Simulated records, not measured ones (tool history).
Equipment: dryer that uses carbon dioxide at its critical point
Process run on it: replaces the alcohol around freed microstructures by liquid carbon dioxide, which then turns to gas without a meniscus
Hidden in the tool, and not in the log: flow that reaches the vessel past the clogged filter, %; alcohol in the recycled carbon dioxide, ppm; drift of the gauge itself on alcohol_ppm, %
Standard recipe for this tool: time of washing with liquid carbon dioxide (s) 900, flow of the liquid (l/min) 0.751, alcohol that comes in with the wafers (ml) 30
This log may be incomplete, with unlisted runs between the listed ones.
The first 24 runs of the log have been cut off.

run	day	time of washing with liquid carbon dioxide (s)	flow of the liquid (l/min)	alcohol that comes in with the wafers (ml)	hours of work since the filter was changed	hours of work since the purifier's bed was changed	alcohol left in the vessel before it's heated (ppm by volume)
25	7.308	1320	0.899	21	242	167	50
26	7.704	1320	0.899	21	246	172	51
27	8.104	1440	0.633	62	251	177	207
28	8.438	600	0.751	42	255	181	1678
29	8.696	1260	0.885	42	258	184	74
30	8.988	1380	0.804	31	262	187	73
31	9.429	1380	0.804	56	267	193	100
32	9.833	600	1.1	40	272	197	490
33	10.062	840	0.825	119	275	200	1182
34	10.521	600	0.958	45	280	206	887
35	10.908	600	0.958	45	285	210	897
36	11.1	900	0.774	26	287	213	286
37	11.454	900	0.774	26	291	217	296
38	11.875	900	0.887	82	296	222	499
39	12.221	900	0.887	82	301	226	491

4 ways to go on from here, each from the tool as it stands after run 39. What would each give?
A	12.558	900	1.084	30	305	230	?
B	12.558	1080	0.751	82	305	230	?
C	12.558	660	0.887	82	305	230	?
D	12.558	780	0.584	82	305	230	?

run	alcohol left in the vessel before it's heated (ppm by volume)
A	114
B	492
C	1535
D	3382
What these runs would have given with no unlogged condition in the tool:
run	alcohol left in the vessel before it's heated (ppm by volume)
A	38
B	258
C	984
D	2420
